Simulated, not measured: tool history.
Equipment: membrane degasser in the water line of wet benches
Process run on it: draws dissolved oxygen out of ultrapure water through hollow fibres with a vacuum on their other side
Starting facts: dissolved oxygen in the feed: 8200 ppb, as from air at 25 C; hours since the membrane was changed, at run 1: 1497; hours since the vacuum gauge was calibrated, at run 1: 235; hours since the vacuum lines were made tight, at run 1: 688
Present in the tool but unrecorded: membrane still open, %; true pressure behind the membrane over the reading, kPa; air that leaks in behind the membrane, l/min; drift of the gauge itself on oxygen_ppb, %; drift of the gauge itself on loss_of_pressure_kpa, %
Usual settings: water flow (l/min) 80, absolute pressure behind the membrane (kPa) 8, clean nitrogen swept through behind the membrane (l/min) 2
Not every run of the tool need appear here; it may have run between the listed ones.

run   hour  water flow (l/min)  absolute pressure behind the membrane (kPa)  clean nitrogen swept through behind the membrane (l/min)  hours since the membrane was changed  hours since the vacuum gauge was calibrated  hours since the vacuum lines were made tight  dissolved oxygen in the water behind the degasser (ppb)  pressure that the water loses in the fibres (kPa)
  1      0                  80                                            8                                                         2                                  1497                                          235                                           688                                                      394                                               50.4
  2   43.4                  80                                            8                                                         2                                  1540                                          278                                           731                                                    389.1                                               50.3
  3   97.2                  80                                            8                                                         2                                  1594                                          332                                           785                                                    382.6                                              50.81
  4  152.3                  80                                            8                                                         2                                  1649                                          387                                           840                                                    381.5                                              50.43
  5  179.6                  80                                            8                                                         2                                  1676                                          415                                           868                                                    385.4                                               50.6
  6  203.3                  80                                            8                                                      0.98                                  1700                                          438                                           891                                                    632.7                                              50.75
  7  249.5                  80                                            8                                                      0.98                                  1746                                          485                                           938                                                    621.2                                              50.53
  8  278.4                  80                                            8                                                      0.98                                  1775                                          513                                           966                                                    628.9                                              50.51
  9  326.4                  80                                            8                                                      0.98                                  1823                                          561                                          1014                                                    629.5                                              50.91

Run 10 has not been measured yet. What should we expect?
 10  380.1                  80                                            8                                                      4.37                                  1877                                          615                                          1068                                                        ?                                                  ?

{"run 10": {"dissolved oxygen in the water behind the degasser (ppb)": 207, "pressure that the water loses in the fibres (kPa)": 50.95}}
On a tool with no hidden condition, and with the same random variation, this run would have come out at dissolved oxygen in the water behind the degasser (ppb) 207, pressure that the water loses in the fibres (kPa) 50.6.
